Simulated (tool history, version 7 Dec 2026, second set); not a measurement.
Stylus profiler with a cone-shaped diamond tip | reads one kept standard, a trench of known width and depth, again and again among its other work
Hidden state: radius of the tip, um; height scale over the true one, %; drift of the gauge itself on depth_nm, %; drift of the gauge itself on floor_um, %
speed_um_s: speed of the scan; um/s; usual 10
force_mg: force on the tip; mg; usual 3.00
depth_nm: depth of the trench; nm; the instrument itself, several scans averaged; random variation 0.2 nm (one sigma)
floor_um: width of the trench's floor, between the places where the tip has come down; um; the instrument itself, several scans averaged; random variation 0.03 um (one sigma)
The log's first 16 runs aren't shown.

run	hour	speed_um_s	force_mg	scans with this tip	hours of work since the height scale was calibrated	depth_nm	floor_um
17	228.0	10	2.92	1400	323	1016.96	15.92
18	247.2	10	2.92	1464	337	1016.80	15.89
19	261.5	12	1.68	1511	348	1011.95	15.93
20	277.5	34	1.26	1564	360	1009.94	15.65
21	286.9	2	1.32	1595	367	1010.12	16.03
22	297.6	2	1.32	1630	376	1010.18	15.96
23	312.2	12	2.58	1679	387	1015.74	15.93
24	325.0	12	2.58	1721	396	1015.64	15.89
25	344.5	6	2.23	1786	411	1014.60	15.95
26	356.2	6	2.23	1824	420	1014.00	15.94
27	376.0	5	3.82	1890	435	1020.60	15.99
28	389.7	3	1.40	1935	446	1010.44	15.98
29	400.4	3	1.40	1970	454	1010.56	15.97
30	416.2	2	7.21	2023	466	1031.17	15.96
31	432.7	21	2.51	2077	479	1015.26	15.84
32	448.2	30	1.13	2128	490	1009.39	15.75
33	465.7	4	3.00	2186	504	1017.74	15.99
34	481.5	2	1.53	2238	516	1010.85	16.02
35	502.5	9	3.09	2308	532	1017.79	15.97
36	520.3	3	1.41	2367	545	1010.54	15.97

Forecast each of these 4 alternatives for the next run:
A	540.4	31	2.46	2433	561	?	?
B	540.4	10	7.38	2433	561	?	?
C	540.4	17	1.86	2433	561	?	?
D	540.4	10	8.98	2433	561	?	?

run	depth_nm	floor_um
A	1014.95	15.86
B	1031.91	15.98
C	1012.78	15.89
D	1036.04	15.99
Without the tool's hidden state the same runs would have given:
run	depth_nm	floor_um
A	1014.95	15.86
B	1031.92	15.98
C	1012.79	15.89
D	1036.04	15.99
